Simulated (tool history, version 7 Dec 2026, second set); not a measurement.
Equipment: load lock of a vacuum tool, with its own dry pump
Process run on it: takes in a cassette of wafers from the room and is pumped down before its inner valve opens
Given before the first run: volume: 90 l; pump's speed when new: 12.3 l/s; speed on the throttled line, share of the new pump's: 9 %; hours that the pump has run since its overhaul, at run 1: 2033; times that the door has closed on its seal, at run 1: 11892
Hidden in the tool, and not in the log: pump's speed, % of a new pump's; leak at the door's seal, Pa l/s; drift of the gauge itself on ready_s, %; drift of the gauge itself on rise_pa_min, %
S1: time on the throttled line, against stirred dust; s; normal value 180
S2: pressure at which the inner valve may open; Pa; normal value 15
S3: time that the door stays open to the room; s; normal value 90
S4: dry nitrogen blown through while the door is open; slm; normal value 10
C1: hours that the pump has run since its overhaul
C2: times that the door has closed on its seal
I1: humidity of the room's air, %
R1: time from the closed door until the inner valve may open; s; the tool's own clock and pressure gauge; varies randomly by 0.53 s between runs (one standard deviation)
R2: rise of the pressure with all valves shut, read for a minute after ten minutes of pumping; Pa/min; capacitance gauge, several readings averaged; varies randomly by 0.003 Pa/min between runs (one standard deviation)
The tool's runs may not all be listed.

run    hour   S1  S2   S3  S4    C1     C2    I1     R1     R2
  1     0.0  180  15   90  10  2033  11892  43.5  228.5  0.055
  2    83.5  180  15   90  10  2117  12112  45.8  229.3  0.059
  3   195.3  180  15   90  10  2229  12408  39.9  229.1  0.058
  4   278.5  180  23   90  10  2312  12628  43.0  226.0  0.066
  5   376.3  180  23   90  10  2410  12886  46.6  226.5  0.063
  6   452.0  180  23   90  10  2485  13086  48.9  226.2  0.072
  7   578.8  180  15   90  10  2612  13421  45.4  229.1  0.067
  8   669.8  180  15   90  10  2703  13662  45.0  229.2  0.066
  9   774.2  180  15   90  10  2808  13938  43.1  229.4  0.058
 10   894.1  180  15   90  10  2927  14255  45.0  228.8  0.067
 11  1046.1  180  15   90  10  3079  14656  42.7  229.2  0.067
 12  1157.8  180  15   90  10  3191  14952  43.4  230.1  0.066
 13  1234.6  347  15   90  10  3268  15155  43.1  381.5  0.068
 14  1345.1  347  15   90  10  3378  15447  43.3  381.9  0.071
 15  1468.8  180  15   90  44  3502  15774  44.3  229.4  0.044
 16  1557.1  180  15   90  44  3590  16007  43.3  230.1  0.045
 17  1716.6  180  15   90  44  3750  16429  42.2  229.5  0.046
 18  1867.1  180  15   90   5  3900  16826  44.4  230.0  0.085
 19  2028.6  180  17   79  15  4062  17253  49.1  229.8  0.068
 20  2162.8  180  17   51   8  4196  17608  45.1  230.4  0.066
 21  2339.8  180  17   51   8  4373  18075  43.6  229.3  0.069
 22  2419.1  140  16   51   8  4452  18285  43.5  194.8  0.070
 23  2584.7  140  16   51   8  4618  18723  45.2  195.0  0.066
 24  2694.2  294  14   90  10  4728  19012  43.0  336.1  0.081
 25  2851.3  117  16   30   6  4885  19427  44.1  173.4  0.071
 26  3012.0  117  16   30   6  5045  19852  44.7  175.1  0.070
 27  3100.7  104  15   90   4  5134  20086  42.7  163.9  0.102
 28  3213.9  104  15   90   4  5247  20386  41.9  163.8  0.104
 29  3376.8  104  15   90   4  5410  20816  47.1  164.1  0.104
 30  3468.3  210  28  195   6  5502  21058  41.5  254.2  0.116

The next listed run, before its measurement:
 31  3604.0  180  15  116  14  5637  21417  45.8   ?   ?

{"run 31": {"R1": 231.2, "R2": 0.089}}
The same run, on a tool lacking any hidden state, would have yielded R1 226.9 s, R2 0.041 Pa/min.
